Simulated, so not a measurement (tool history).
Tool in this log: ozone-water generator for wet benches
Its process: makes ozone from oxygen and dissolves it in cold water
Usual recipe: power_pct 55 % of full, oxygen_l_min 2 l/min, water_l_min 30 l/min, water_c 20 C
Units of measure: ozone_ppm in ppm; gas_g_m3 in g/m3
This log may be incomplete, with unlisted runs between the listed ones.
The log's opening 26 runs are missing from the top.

run 27 hour=2532.5 | power_pct=55 oxygen_l_min=2 water_l_min=30 water_c=22 | ozone_ppm=4.08 gas_g_m3=133.2
run 28 hour=2602.6 | power_pct=84 oxygen_l_min=2 water_l_min=30 water_c=22 | ozone_ppm=5.17 gas_g_m3=163.3
run 29 hour=2679.3 | power_pct=94 oxygen_l_min=1.27 water_l_min=19 water_c=26 | ozone_ppm=8.53 gas_g_m3=226.6
run 30 hour=2785.1 | power_pct=94 oxygen_l_min=1.27 water_l_min=19 water_c=26 | ozone_ppm=8.5 gas_g_m3=226.9
run 31 hour=2873.9 | power_pct=93 oxygen_l_min=1.19 water_l_min=33 water_c=26 | ozone_ppm=4.12 gas_g_m3=234.7
run 32 hour=3002.1 | power_pct=95 oxygen_l_min=1.06 water_l_min=26 water_c=26 | ozone_ppm=5.73 gas_g_m3=251.5
run 33 hour=3117.7 | power_pct=95 oxygen_l_min=1.06 water_l_min=26 water_c=26 | ozone_ppm=5.7 gas_g_m3=256.7
run 34 hour=3262.7 | power_pct=80 oxygen_l_min=2.9 water_l_min=30 water_c=18 | ozone_ppm=5.49 gas_g_m3=125.9

3 ways to go on from here, each from the tool as it stands after run 34. What would each give?
run A hour=3377.8 | power_pct=83 oxygen_l_min=2 water_l_min=30 water_c=20 | ozone_ppm=? gas_g_m3=?
run B hour=3377.8 | power_pct=55 oxygen_l_min=2 water_l_min=30 water_c=15 | ozone_ppm=? gas_g_m3=?
run C hour=3377.8 | power_pct=55 oxygen_l_min=2 water_l_min=35 water_c=20 | ozone_ppm=? gas_g_m3=?

run=A ozone_ppm=5.2 gas_g_m3=160.2
run=B ozone_ppm=4.26 gas_g_m3=130.6
run=C ozone_ppm=3.7 gas_g_m3=131.2
With the hidden condition removed and each run's random variation left untouched, the same runs would have given:
run=A ozone_ppm=5.21 gas_g_m3=160.4
run=B ozone_ppm=4.27 gas_g_m3=130.7
run=C ozone_ppm=3.7 gas_g_m3=131.3

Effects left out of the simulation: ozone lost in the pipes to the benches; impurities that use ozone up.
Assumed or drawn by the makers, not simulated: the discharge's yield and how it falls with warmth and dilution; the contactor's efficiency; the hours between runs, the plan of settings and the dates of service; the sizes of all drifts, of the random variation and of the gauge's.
